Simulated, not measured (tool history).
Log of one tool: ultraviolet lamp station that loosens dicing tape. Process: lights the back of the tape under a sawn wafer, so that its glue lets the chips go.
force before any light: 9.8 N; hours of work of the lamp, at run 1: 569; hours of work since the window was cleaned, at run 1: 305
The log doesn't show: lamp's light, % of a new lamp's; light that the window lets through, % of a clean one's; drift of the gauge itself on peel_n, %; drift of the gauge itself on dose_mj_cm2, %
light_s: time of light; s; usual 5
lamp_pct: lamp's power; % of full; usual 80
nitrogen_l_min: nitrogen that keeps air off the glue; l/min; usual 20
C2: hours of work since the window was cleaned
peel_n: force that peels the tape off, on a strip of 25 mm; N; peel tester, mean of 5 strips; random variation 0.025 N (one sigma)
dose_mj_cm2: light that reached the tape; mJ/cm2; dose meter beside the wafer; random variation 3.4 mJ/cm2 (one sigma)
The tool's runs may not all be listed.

run 1 day=0 | light_s=5 lamp_pct=80 nitrogen_l_min=20 | hours_of_work_of_the_lamp=569 C2=305 | peel_n=2.001 dose_mj_cm2=414
run 2 day=1.875 | light_s=5 lamp_pct=80 nitrogen_l_min=20 | hours_of_work_of_the_lamp=593 C2=329 | peel_n=2.072 dose_mj_cm2=403
-- day=4.221 window cleaned of glue's vapour
run 3 day=4.829 | light_s=5 lamp_pct=80 nitrogen_l_min=20 | hours_of_work_of_the_lamp=630 C2=8 | peel_n=1.763 dose_mj_cm2=458
run 4 day=8.571 | light_s=5 lamp_pct=79 nitrogen_l_min=20 | hours_of_work_of_the_lamp=677 C2=55 | peel_n=1.824 dose_mj_cm2=438
run 5 day=11.746 | light_s=5 lamp_pct=79 nitrogen_l_min=20 | hours_of_work_of_the_lamp=717 C2=95 | peel_n=1.954 dose_mj_cm2=426
run 6 day=14.004 | light_s=5 lamp_pct=80 nitrogen_l_min=20 | hours_of_work_of_the_lamp=745 C2=123 | peel_n=1.96 dose_mj_cm2=423
run 7 day=16.492 | light_s=5 lamp_pct=80 nitrogen_l_min=20 | hours_of_work_of_the_lamp=777 C2=155 | peel_n=2.039 dose_mj_cm2=414
run 8 day=18.108 | light_s=5 lamp_pct=80 nitrogen_l_min=20 | hours_of_work_of_the_lamp=797 C2=175 | peel_n=2.006 dose_mj_cm2=410
run 9 day=20.612 | light_s=5 lamp_pct=80 nitrogen_l_min=20 | hours_of_work_of_the_lamp=829 C2=207 | peel_n=2.09 dose_mj_cm2=394
run 10 day=23.179 | light_s=5 lamp_pct=80 nitrogen_l_min=20 | hours_of_work_of_the_lamp=861 C2=239 | peel_n=2.149 dose_mj_cm2=391
run 11 day=25.967 | light_s=5 lamp_pct=80 nitrogen_l_min=20 | hours_of_work_of_the_lamp=896 C2=274 | peel_n=2.321 dose_mj_cm2=376
run 12 day=28.254 | light_s=5 lamp_pct=91 nitrogen_l_min=20 | hours_of_work_of_the_lamp=925 C2=303 | peel_n=1.95 dose_mj_cm2=413
run 13 day=31.867 | light_s=5 lamp_pct=91 nitrogen_l_min=20 | hours_of_work_of_the_lamp=971 C2=349 | peel_n=2.07 dose_mj_cm2=405
-- day=32.767 window cleaned of glue's vapour
run 14 day=34.412 | light_s=5 lamp_pct=91 nitrogen_l_min=20 | hours_of_work_of_the_lamp=1002 C2=21 | peel_n=1.754 dose_mj_cm2=458
run 15 day=36.933 | light_s=5 lamp_pct=91 nitrogen_l_min=21 | hours_of_work_of_the_lamp=1034 C2=53 | peel_n=1.715 dose_mj_cm2=446
run 16 day=40.125 | light_s=5 lamp_pct=91 nitrogen_l_min=21 | hours_of_work_of_the_lamp=1075 C2=93 | peel_n=1.788 dose_mj_cm2=435
run 17 day=43.729 | light_s=5 lamp_pct=91 nitrogen_l_min=21 | hours_of_work_of_the_lamp=1120 C2=138 | peel_n=1.896 dose_mj_cm2=418
run 18 day=46.621 | light_s=5 lamp_pct=88 nitrogen_l_min=20 | hours_of_work_of_the_lamp=1156 C2=175 | peel_n=2.037 dose_mj_cm2=398
run 19 day=48.833 | light_s=5 lamp_pct=88 nitrogen_l_min=20 | hours_of_work_of_the_lamp=1184 C2=203 | peel_n=2.188 dose_mj_cm2=388
run 20 day=52.388 | light_s=5 lamp_pct=88 nitrogen_l_min=20 | hours_of_work_of_the_lamp=1229 C2=247 | peel_n=2.368 dose_mj_cm2=370
run 21 day=55.675 | light_s=5 lamp_pct=88 nitrogen_l_min=20 | hours_of_work_of_the_lamp=1271 C2=289 | peel_n=2.388 dose_mj_cm2=358
run 22 day=57.467 | light_s=5 lamp_pct=88 nitrogen_l_min=22 | hours_of_work_of_the_lamp=1293 C2=311 | peel_n=2.461 dose_mj_cm2=358
run 23 day=60.25 | light_s=6 lamp_pct=72 nitrogen_l_min=20 | hours_of_work_of_the_lamp=1328 C2=347 | peel_n=2.746 dose_mj_cm2=336
-- day=61.079 window cleaned of glue's vapour
run 24 day=62.592 | light_s=9 lamp_pct=73 nitrogen_l_min=20 | hours_of_work_of_the_lamp=1358 C2=19 | peel_n=1.057 dose_mj_cm2=586
run 25 day=65.388 | light_s=8 lamp_pct=73 nitrogen_l_min=20 | hours_of_work_of_the_lamp=1393 C2=54 | peel_n=1.438 dose_mj_cm2=510
run 26 day=68.775 | light_s=3 lamp_pct=80 nitrogen_l_min=36 | hours_of_work_of_the_lamp=1436 C2=97 | peel_n=4.19 dose_mj_cm2=204
run 27 day=72.562 | light_s=3 lamp_pct=80 nitrogen_l_min=23 | hours_of_work_of_the_lamp=1483 C2=145 | peel_n=4.478 dose_mj_cm2=194
run 28 day=76.45 | light_s=5 lamp_pct=80 nitrogen_l_min=12 | hours_of_work_of_the_lamp=1532 C2=194 | peel_n=3.234 dose_mj_cm2=315
run 29 day=78.25 | light_s=5 lamp_pct=80 nitrogen_l_min=7 | hours_of_work_of_the_lamp=1555 C2=217 | peel_n=3.847 dose_mj_cm2=305
run 30 day=81.4 | light_s=7 lamp_pct=74 nitrogen_l_min=9 | hours_of_work_of_the_lamp=1595 C2=256 | peel_n=2.787 dose_mj_cm2=384
run 31 day=83.7 | light_s=6 lamp_pct=86 nitrogen_l_min=12 | hours_of_work_of_the_lamp=1624 C2=285 | peel_n=2.646 dose_mj_cm2=366
run 32 day=86.554 | light_s=5 lamp_pct=75 nitrogen_l_min=26 | hours_of_work_of_the_lamp=1660 C2=321 | peel_n=3.441 dose_mj_cm2=264
run 33 day=89.058 | light_s=5 lamp_pct=75 nitrogen_l_min=26 | hours_of_work_of_the_lamp=1691 C2=353 | peel_n=3.434 dose_mj_cm2=253
-- day=89.454 window cleaned of glue's vapour
run 34 day=91.021 | light_s=5 lamp_pct=75 nitrogen_l_min=26 | hours_of_work_of_the_lamp=1716 C2=20 | peel_n=3.006 dose_mj_cm2=289
-- day=93.775 lamp changed
run 35 day=93.775 | light_s=3 lamp_pct=75 nitrogen_l_min=7 | hours_of_work_of_the_lamp=0 C2=54 | peel_n=3.851 dose_mj_cm2=294
run 36 day=97 | light_s=3 lamp_pct=90 nitrogen_l_min=10 | hours_of_work_of_the_lamp=41 C2=95 | peel_n=3.077 dose_mj_cm2=351
run 37 day=99.596 | light_s=5 lamp_pct=80 nitrogen_l_min=20 | hours_of_work_of_the_lamp=73 C2=127 | peel_n=1.4 dose_mj_cm2=503
run 38 day=102.338 | light_s=4 lamp_pct=86 nitrogen_l_min=40 | hours_of_work_of_the_lamp=108 C2=162 | peel_n=1.591 dose_mj_cm2=426
run 39 day=104.425 | light_s=4 lamp_pct=69 nitrogen_l_min=40 | hours_of_work_of_the_lamp=134 C2=188 | peel_n=2.288 dose_mj_cm2=339
run 40 day=106.6 | light_s=5 lamp_pct=71 nitrogen_l_min=14 | hours_of_work_of_the_lamp=162 C2=216 | peel_n=2.232 dose_mj_cm2=421
run 41 day=110.612 | light_s=5 lamp_pct=93 nitrogen_l_min=16 | hours_of_work_of_the_lamp=212 C2=266 | peel_n=1.433 dose_mj_cm2=529
run 42 day=114.129 | light_s=5 lamp_pct=89 nitrogen_l_min=16 | hours_of_work_of_the_lamp=257 C2=311 | peel_n=1.595 dose_mj_cm2=492
run 43 day=117.65 | light_s=5 lamp_pct=100 nitrogen_l_min=20 | hours_of_work_of_the_lamp=301 C2=355 | peel_n=1.28 dose_mj_cm2=532

Some steps in peel_n between neighbouring runs. How much of each would the tool show without its hidden state too (settings, what came in, random variation), and how much is left for the hidden state, with any gauge scatter that isn't in both results?
Run 23 -> 24: light_s 6 -> 9, lamp_pct 72 -> 73, window cleaned of glue's vapour. peel_n -1.689 N: hidden state -1.03, all else -0.659.
Run 25 -> 26: light_s 8 -> 3, lamp_pct 73 -> 80, nitrogen_l_min 20 -> 36. peel_n +2.752 N: hidden state +0.87, all else +1.882.
Run 34 -> 35: light_s 5 -> 3, nitrogen_l_min 26 -> 7, lamp changed. peel_n +0.845 N: hidden state -1.608, all else +2.453.
Run 36 -> 37: light_s 3 -> 5, lamp_pct 90 -> 80, nitrogen_l_min 10 -> 20. peel_n -1.677 N: hidden state -0.02, all else -1.657.

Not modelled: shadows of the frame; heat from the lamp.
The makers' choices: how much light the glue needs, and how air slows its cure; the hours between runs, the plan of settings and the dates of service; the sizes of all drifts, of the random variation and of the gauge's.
